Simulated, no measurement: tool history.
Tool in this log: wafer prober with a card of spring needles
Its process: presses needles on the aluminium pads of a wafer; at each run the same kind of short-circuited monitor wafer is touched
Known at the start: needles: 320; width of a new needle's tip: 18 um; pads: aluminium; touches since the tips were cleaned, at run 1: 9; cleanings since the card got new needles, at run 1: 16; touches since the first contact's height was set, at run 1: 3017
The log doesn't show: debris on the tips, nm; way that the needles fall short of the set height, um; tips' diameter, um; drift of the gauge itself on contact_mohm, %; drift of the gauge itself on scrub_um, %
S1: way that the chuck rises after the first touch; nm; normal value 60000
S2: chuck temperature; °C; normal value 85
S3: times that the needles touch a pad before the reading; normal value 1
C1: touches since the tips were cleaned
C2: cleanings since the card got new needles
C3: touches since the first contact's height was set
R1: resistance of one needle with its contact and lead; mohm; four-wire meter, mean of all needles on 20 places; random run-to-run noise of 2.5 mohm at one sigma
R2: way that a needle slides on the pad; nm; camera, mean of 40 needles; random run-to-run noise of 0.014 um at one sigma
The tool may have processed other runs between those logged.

Run 1, hour 0.0: usual settings; C1 9; C2 16; C3 3017. Result: R1 302 mohm, R2 15140 nm.
At hour 17.4: tips cleaned on abrasive film.
At hour 35.2: tips cleaned on abrasive film.
Run 2, hour 35.6: usual settings; C1 167; C2 18; C3 16160. Result: R1 308 mohm, R2 15140 nm.
At hour 51.6: tips cleaned on abrasive film.
Run 3, hour 51.6: usual settings; C1 0; C2 19; C3 22049. Result: R1 302 mohm, R2 15140 nm.
At hour 68.9: tips cleaned on abrasive film.
At hour 88.1: tips cleaned on abrasive film.
Run 4, hour 88.1: usual settings; C1 0; C2 21; C3 35514. Result: R1 303 mohm, R2 15100 nm.
At hour 104.8: tips cleaned on abrasive film.
Run 5, hour 117.1: usual settings; C1 4560; C2 22; C3 46266. Result: R1 441 mohm, R2 15080 nm.
At hour 122.6: tips cleaned on abrasive film.
At hour 139.6: tips cleaned on abrasive film.
Run 6, hour 139.6: usual settings; C1 0; C2 24; C3 54533. Result: R1 304 mohm, R2 15030 nm.
At hour 157.4: tips cleaned on abrasive film.
Run 7, hour 172.5: usual settings; C1 5626; C2 25; C3 66707. Result: R1 473 mohm, R2 15050 nm.
At hour 175.2: tips cleaned on abrasive film.
Run 8, hour 188.2: usual settings; C1 4827; C2 26; C3 72482. Result: R1 449 mohm, R2 15010 nm.
At hour 194.5: tips cleaned on abrasive film.
Run 9, hour 209.1: usual settings; C1 5401; C2 27; C3 80207. Result: R1 446 mohm, R2 14990 nm.
At hour 212.3: tips cleaned on abrasive film.
At hour 228.9: tips cleaned on abrasive film.
Run 10, hour 233.1: usual settings; C1 1549; C2 29; C3 89030. Result: R1 379 mohm, R2 14990 nm.
At hour 246.6: tips cleaned on abrasive film.
Run 11, hour 257.3: usual settings; C1 3969; C2 30; C3 98002. Result: R1 433 mohm, R2 14990 nm.
At hour 265.7: tips cleaned on abrasive film.
At hour 284.7: tips cleaned on abrasive film.
Run 12, hour 294.4: usual settings; C1 3600; C2 32; C3 111692. Result: R1 424 mohm, R2 14940 nm.
At hour 302.1: tips cleaned on abrasive film.
At hour 302.4: height of the first contact set anew.
At hour 320.2: tips cleaned on abrasive film.
Run 13, hour 323.3: usual settings; C1 1139; C2 34; C3 7724. Result: R1 356 mohm, R2 15180 nm.
At hour 338.5: tips cleaned on abrasive film.
At hour 355.3: tips cleaned on abrasive film.
Run 14, hour 357.1: usual settings; C1 686; C2 36; C3 20208. Result: R1 332 mohm, R2 15130 nm.
At hour 374.0: tips cleaned on abrasive film.
At hour 390.6: tips cleaned on abrasive film.
Run 15, hour 390.6: usual settings but S1 45000 nm, S2 78 °C; C1 0; C2 38; C3 32542. Result: R1 309 mohm, R2 11330 nm.
At hour 409.6: tips cleaned on abrasive film.
Run 16, hour 420.3: usual settings but S1 45000 nm, S2 78 °C; C1 3947; C2 39; C3 43531. Result: R1 538 mohm, R2 11300 nm.
At hour 426.1: tips cleaned on abrasive film.
At hour 443.0: tips cleaned on abrasive film.
Run 17, hour 447.4: usual settings but S1 45000 nm, S2 54 °C, S3 2; C1 1661; C2 41; C3 53541. Result: R1 381 mohm, R2 11260 nm.
At hour 461.7: tips cleaned on abrasive film.
At hour 478.2: tips cleaned on abrasive film.
Run 18, hour 478.2: usual settings but S1 45000 nm, S2 54 °C, S3 2; C1 0; C2 43; C3 64893. Result: R1 291 mohm, R2 11240 nm.
At hour 494.7: tips cleaned on abrasive film.
Run 19, hour 499.2: usual settings but S1 45000 nm, S2 54 °C, S3 2; C1 1655; C2 44; C3 72638. Result: R1 378 mohm, R2 11200 nm.
At hour 513.0: tips cleaned on abrasive film.
Run 20, hour 514.8: usual settings but S1 45000 nm, S2 54 °C, S3 2; C1 681; C2 45; C3 78409. Result: R1 331 mohm, R2 11230 nm.
At hour 531.1: tips cleaned on abrasive film.
Run 21, hour 545.8: usual settings but S1 45000 nm, S2 54 °C, S3 2; C1 5450; C2 46; C3 89858. Result: R1 491 mohm, R2 11170 nm.
At hour 548.5: tips cleaned on abrasive film.
At hour 565.7: tips cleaned on abrasive film.
Run 22, hour 581.0: usual settings but S1 45000 nm, S2 54 °C, S3 2; C1 5690; C2 48; C3 102852. Result: R1 493 mohm, R2 11160 nm.
At hour 582.8: tips cleaned on abrasive film.
At hour 599.6: tips cleaned on abrasive film.
At hour 612.0: height of the first contact set anew.
At hour 616.3: tips cleaned on abrasive film.
Run 23, hour 618.2: usual settings but S1 45000 nm, S2 54 °C, S3 2; C1 711; C2 51; C3 2249. Result: R1 331 mohm, R2 11370 nm.
At hour 633.6: tips cleaned on abrasive film.
Run 24, hour 647.7: usual settings but S1 45000 nm, S2 40 °C, S3 2; C1 5212; C2 52; C3 13152. Result: R1 476 mohm, R2 11350 nm.
At hour 650.7: tips cleaned on abrasive film.
At hour 669.1: tips cleaned on abrasive film.
Run 25, hour 674.6: usual settings but S1 74000 nm, S2 90 °C, S3 3; C1 2022; C2 54; C3 23067. Result: R1 304 mohm, R2 18650 nm.
At hour 686.9: tips cleaned on abrasive film.
At hour 704.5: tips cleaned on abrasive film.
Run 26, hour 704.5: usual settings but S1 62000 nm; C1 0; C2 56; C3 34093. Result: R1 308 mohm, R2 15600 nm.

Forecast run 27:
At hour 724.0: tips cleaned on abrasive film.
Run 27, hour 727.1: usual settings but S1 42000 nm, S2 43 °C; C1 1171; C2 57; C3 42469. Result: R1 ?, R2 ?.

{"run 27": {"R1": 423, "R2": 10530}}
The same run, on a tool lacking any hidden state, would have yielded R1 282 mohm, R2 10630 nm.
